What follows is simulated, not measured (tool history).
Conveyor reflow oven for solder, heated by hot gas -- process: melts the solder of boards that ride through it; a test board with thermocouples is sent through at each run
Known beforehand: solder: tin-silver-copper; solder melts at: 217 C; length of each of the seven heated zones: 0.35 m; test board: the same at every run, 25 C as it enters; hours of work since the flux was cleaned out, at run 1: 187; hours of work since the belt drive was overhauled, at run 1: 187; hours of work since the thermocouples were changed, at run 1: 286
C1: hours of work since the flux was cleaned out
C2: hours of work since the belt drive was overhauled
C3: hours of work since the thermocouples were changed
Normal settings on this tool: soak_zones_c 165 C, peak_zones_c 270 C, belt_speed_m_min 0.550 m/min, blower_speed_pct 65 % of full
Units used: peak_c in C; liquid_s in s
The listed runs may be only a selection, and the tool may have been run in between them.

run 1 hour=0.0 | soak_zones_c=165 peak_zones_c=270 belt_speed_m_min=0.550 blower_speed_pct=65 | C1=187 C2=187 C3=286 | peak_c=245.2 liquid_s=46.4
run 2 hour=27.3 | soak_zones_c=165 peak_zones_c=270 belt_speed_m_min=0.550 blower_speed_pct=65 | C1=200 C2=200 C3=299 | peak_c=244.9 liquid_s=46.6
run 3 hour=50.8 | soak_zones_c=165 peak_zones_c=270 belt_speed_m_min=0.550 blower_speed_pct=65 | C1=211 C2=211 C3=310 | peak_c=244.9 liquid_s=46.4
run 4 hour=86.2 | soak_zones_c=165 peak_zones_c=270 belt_speed_m_min=0.550 blower_speed_pct=65 | C1=228 C2=228 C3=326 | peak_c=245.1 liquid_s=46.2
run 5 hour=124.5 | soak_zones_c=165 peak_zones_c=270 belt_speed_m_min=0.550 blower_speed_pct=65 | C1=246 C2=246 C3=344 | peak_c=244.9 liquid_s=46.0
-- hour=147.9 flux residue cleaned out of gas plates and filters
run 6 hour=161.6 | soak_zones_c=165 peak_zones_c=270 belt_speed_m_min=0.550 blower_speed_pct=65 | C1=6 C2=261 C3=360 | peak_c=245.7 liquid_s=48.0
run 7 hour=185.6 | soak_zones_c=165 peak_zones_c=259 belt_speed_m_min=0.550 blower_speed_pct=65 | C1=18 C2=272 C3=371 | peak_c=237.0 liquid_s=38.4
run 8 hour=218.4 | soak_zones_c=165 peak_zones_c=270 belt_speed_m_min=0.550 blower_speed_pct=65 | C1=33 C2=288 C3=386 | peak_c=245.5 liquid_s=47.5
run 9 hour=251.1 | soak_zones_c=161 peak_zones_c=270 belt_speed_m_min=0.550 blower_speed_pct=65 | C1=49 C2=303 C3=402 | peak_c=244.5 liquid_s=45.4
run 10 hour=274.5 | soak_zones_c=165 peak_zones_c=270 belt_speed_m_min=0.573 blower_speed_pct=65 | C1=60 C2=314 C3=413 | peak_c=243.7 liquid_s=43.5
run 11 hour=313.1 | soak_zones_c=165 peak_zones_c=270 belt_speed_m_min=0.573 blower_speed_pct=65 | C1=78 C2=332 C3=431 | peak_c=243.7 liquid_s=43.4
run 12 hour=338.7 | soak_zones_c=165 peak_zones_c=270 belt_speed_m_min=0.550 blower_speed_pct=63 | C1=90 C2=344 C3=443 | peak_c=244.5 liquid_s=46.3
run 13 hour=368.7 | soak_zones_c=165 peak_zones_c=270 belt_speed_m_min=0.550 blower_speed_pct=65 | C1=104 C2=359 C3=457 | peak_c=245.4 liquid_s=46.8
run 14 hour=393.7 | soak_zones_c=165 peak_zones_c=270 belt_speed_m_min=0.550 blower_speed_pct=65 | C1=116 C2=370 C3=469 | peak_c=244.9 liquid_s=46.9
run 15 hour=419.5 | soak_zones_c=165 peak_zones_c=270 belt_speed_m_min=0.550 blower_speed_pct=65 | C1=128 C2=382 C3=481 | peak_c=245.2 liquid_s=46.8
run 16 hour=458.7 | soak_zones_c=165 peak_zones_c=270 belt_speed_m_min=0.550 blower_speed_pct=65 | C1=146 C2=401 C3=500 | peak_c=244.8 liquid_s=46.6
run 17 hour=480.6 | soak_zones_c=152 peak_zones_c=270 belt_speed_m_min=0.550 blower_speed_pct=53 | C1=157 C2=411 C3=510 | peak_c=236.6 liquid_s=33.4
run 18 hour=517.4 | soak_zones_c=179 peak_zones_c=270 belt_speed_m_min=0.637 blower_speed_pct=65 | C1=174 C2=429 C3=527 | peak_c=242.3 liquid_s=40.7
run 19 hour=533.5 | soak_zones_c=179 peak_zones_c=270 belt_speed_m_min=0.637 blower_speed_pct=65 | C1=182 C2=436 C3=535 | peak_c=241.9 liquid_s=40.7
-- hour=539.8 belt drive overhauled, speed set with a stopwatch
run 20 hour=567.5 | soak_zones_c=165 peak_zones_c=265 belt_speed_m_min=0.495 blower_speed_pct=65 | C1=196 C2=13 C3=549 | peak_c=244.3 liquid_s=52.9
run 21 hour=586.6 | soak_zones_c=151 peak_zones_c=265 belt_speed_m_min=0.495 blower_speed_pct=79 | C1=205 C2=22 C3=558 | peak_c=245.4 liquid_s=51.2
run 22 hour=603.4 | soak_zones_c=157 peak_zones_c=270 belt_speed_m_min=0.515 blower_speed_pct=65 | C1=213 C2=30 C3=566 | peak_c=245.5 liquid_s=48.9
run 23 hour=622.0 | soak_zones_c=159 peak_zones_c=270 belt_speed_m_min=0.515 blower_speed_pct=64 | C1=222 C2=39 C3=575 | peak_c=245.2 liquid_s=49.1
run 24 hour=638.5 | soak_zones_c=159 peak_zones_c=270 belt_speed_m_min=0.515 blower_speed_pct=64 | C1=229 C2=47 C3=582 | peak_c=245.5 liquid_s=49.0
-- hour=662.4 belt drive overhauled, speed set with a stopwatch, once more
run 25 hour=677.6 | soak_zones_c=159 peak_zones_c=270 belt_speed_m_min=0.585 blower_speed_pct=64 | C1=246 C2=7 C3=599 | peak_c=239.6 liquid_s=36.1
-- hour=702.5 flux residue cleaned out of gas plates and filters
run 26 hour=711.9 | soak_zones_c=176 peak_zones_c=277 belt_speed_m_min=0.582 blower_speed_pct=73 | C1=4 C2=21 C3=613 | peak_c=254.0 liquid_s=54.7
run 27 hour=728.8 | soak_zones_c=176 peak_zones_c=277 belt_speed_m_min=0.582 blower_speed_pct=73 | C1=12 C2=29 C3=621 | peak_c=253.5 liquid_s=54.6
run 28 hour=764.8 | soak_zones_c=176 peak_zones_c=277 belt_speed_m_min=0.582 blower_speed_pct=73 | C1=29 C2=46 C3=638 | peak_c=253.3 liquid_s=54.7
run 29 hour=787.6 | soak_zones_c=176 peak_zones_c=263 belt_speed_m_min=0.554 blower_speed_pct=73 | C1=40 C2=57 C3=648 | peak_c=243.5 liquid_s=49.6
run 30 hour=821.6 | soak_zones_c=152 peak_zones_c=263 belt_speed_m_min=0.554 blower_speed_pct=65 | C1=56 C2=73 C3=664 | peak_c=236.2 liquid_s=33.5

What differs in the tool's unlogged condition from the final listed run ahead of each entry between runs to the first listed run following it?
Runs 5 to 6: flux residue cleaned out of gas plates and filters (hour 147.9)
  heat that the gas passes to the board, % of a clean oven's: 94.7 -> 99.2; belt's true speed, % of the reading: 99.7 -> 99.68; true gas temperature in zones 6 and 7 over the reading, C: -1.68 -> -1.73
  measured less the result without the state, peak_c: -2.8 -> -1.6 C; liquid_s: -2.7 -> -1.2 s
Runs 19 to 20: belt drive overhauled, speed set with a stopwatch (hour 539.8)
  heat that the gas passes to the board, % of a clean oven's: 96.4 -> 96.2; belt's true speed, % of the reading: 99.49 -> 99.13; true gas temperature in zones 6 and 7 over the reading, C: -2.36 -> -2.41
  measured less the result without the state, peak_c: -2.7 -> -2.7 C; liquid_s: -2.4 -> -2.3 s
Runs 24 to 25: belt drive overhauled, speed set with a stopwatch, once more (hour 662.4)
  heat that the gas passes to the board, % of a clean oven's: 95.7 -> 95.5; belt's true speed, % of the reading: 99.09 -> 99.9; true gas temperature in zones 6 and 7 over the reading, C: -2.52 -> -2.58
  measured less the result without the state, peak_c: -3.0 -> -3.5 C; liquid_s: -2.6 -> -3.7 s
Runs 25 to 26: flux residue cleaned out of gas plates and filters (hour 702.5)
  heat that the gas passes to the board, % of a clean oven's: 95.5 -> 99.9; belt's true speed, % of the reading: 99.9 -> 99.88; true gas temperature in zones 6 and 7 over the reading, C: -2.58 -> -2.63
  measured less the result without the state, peak_c: -3.5 -> -2.2 C; liquid_s: -3.7 -> -1.4 s

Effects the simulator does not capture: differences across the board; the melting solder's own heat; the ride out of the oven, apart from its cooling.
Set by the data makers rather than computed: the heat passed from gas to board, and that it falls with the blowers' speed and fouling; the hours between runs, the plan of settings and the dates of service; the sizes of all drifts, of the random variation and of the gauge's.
